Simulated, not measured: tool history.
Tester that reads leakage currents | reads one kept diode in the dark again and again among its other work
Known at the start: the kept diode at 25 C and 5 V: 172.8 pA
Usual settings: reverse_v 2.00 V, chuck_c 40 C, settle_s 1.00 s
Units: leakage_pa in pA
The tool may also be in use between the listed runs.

run	day	reverse_v	chuck_c	settle_s	leakage_pa
1	0.000	2.00	40	1.00	380.45
2	1.554	2.00	40	1.00	382.94
3	2.392	2.00	40	1.00	384.04
4	3.258	2.00	40	1.00	384.93
5	4.804	2.00	40	1.00	389.86
6	6.246	2.00	40	1.00	391.14
7	8.042	2.00	40	1.00	393.22
8	8.892	6.83	40	1.00	637.00
9	10.154	6.83	40	1.00	639.73
10	11.296	6.83	40	1.00	643.20
11	13.142	2.24	40	1.00	419.48
12	14.500	2.24	40	1.00	423.95
13	15.633	2.24	40	1.00	425.06
14	16.838	3.62	37	1.00	417.23
15	18.512	1.73	33	1.99	235.21
16	20.112	2.41	34	6.69	289.13
17	21.046	2.41	34	6.69	291.45
18	22.908	1.22	47	5.43	561.38
# day 23.112: probe card cleaned and baked
19	23.892	1.22	47	5.43	567.54
20	24.696	1.22	25	5.43	116.55
21	26.417	1.65	25	5.43	133.16
22	27.725	7.78	25	5.43	254.78
23	29.350	2.80	40	8.54	493.28
24	31.254	2.78	27	1.00	195.57
25	32.067	2.78	27	1.00	196.45
# day 32.746: chuck's temperature calibrated
# day 33.029: probe card cleaned and baked, once more
26	33.171	2.78	27	0.98	162.95

Forecast each of these 4 alternatives for the next run:
A	34.646	2.00	60	1.00	?
B	34.646	5.89	41	1.88	?
C	34.646	1.75	54	1.14	?
D	34.646	16.19	26	1.59	?

run	leakage_pa
A	1445.21
B	618.21
C	939.39
D	298.44
Without the tool's hidden state the same runs would have given:
run	leakage_pa
A	1433.27
B	612.04
C	931.19
D	294.79

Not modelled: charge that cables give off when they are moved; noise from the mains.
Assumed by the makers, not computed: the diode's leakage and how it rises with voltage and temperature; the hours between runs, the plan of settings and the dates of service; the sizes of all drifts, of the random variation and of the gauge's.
